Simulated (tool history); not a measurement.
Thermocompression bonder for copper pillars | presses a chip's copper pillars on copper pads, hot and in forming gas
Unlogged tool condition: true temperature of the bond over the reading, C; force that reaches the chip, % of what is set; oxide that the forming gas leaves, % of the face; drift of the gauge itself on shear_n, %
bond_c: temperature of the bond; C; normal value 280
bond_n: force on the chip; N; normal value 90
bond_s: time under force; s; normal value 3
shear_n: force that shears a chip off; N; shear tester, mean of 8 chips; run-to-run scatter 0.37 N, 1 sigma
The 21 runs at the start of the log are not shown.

run	hour	bond_c	bond_n	bond_s	hours of work since the heater was calibrated	hours of work since the force cell was calibrated	hours of work since the gas filter was changed	shear_n
22	167.8	268	90	6	679	256	5	32.8
23	175.5	259	124	3	683	259	8	27.3
24	186.3	259	124	3	688	264	13	27.5
25	195.9	283	63	6	692	269	17	30.3
26	200.9	280	90	4	694	271	20	32.5
27	211.8	280	90	4	699	276	24	32.6
28	216.4	269	90	3	701	278	26	24.3
29	223.3	269	86	2	704	281	30	19.0
30	229.5	269	65	4	707	283	32	21.2
31	236.2	269	65	4	710	286	35	21.2
32	244.1	291	65	4	713	290	39	29.6
33	251.3	291	129	4	716	293	42	48.9
34	260.3	295	76	3	720	297	46	31.2
35	267.1	288	124	9	723	300	49	57.8
36	271.8	280	71	2	726	302	51	20.1
37	282.2	262	71	9	730	307	56	27.4
38	290.0	300	59	5	734	310	59	34.0
39	296.6	300	59	5	737	313	62	33.5
40	306.6	284	82	5	741	318	67	34.9

Branching from run 40: 4 alternative next runs. What would each branch give?
A	317.0	302	90	3	746	322	71	?
B	317.0	289	82	5	746	322	71	?
C	317.0	284	110	5	746	322	71	?
D	317.0	288	112	3	746	322	71	?

run	shear_n
A	39.3
B	37.9
C	43.7
D	38.3
What these runs would have given with no unlogged condition in the tool:
run	shear_n
A	39.5
B	38.1
C	43.9
D	38.5
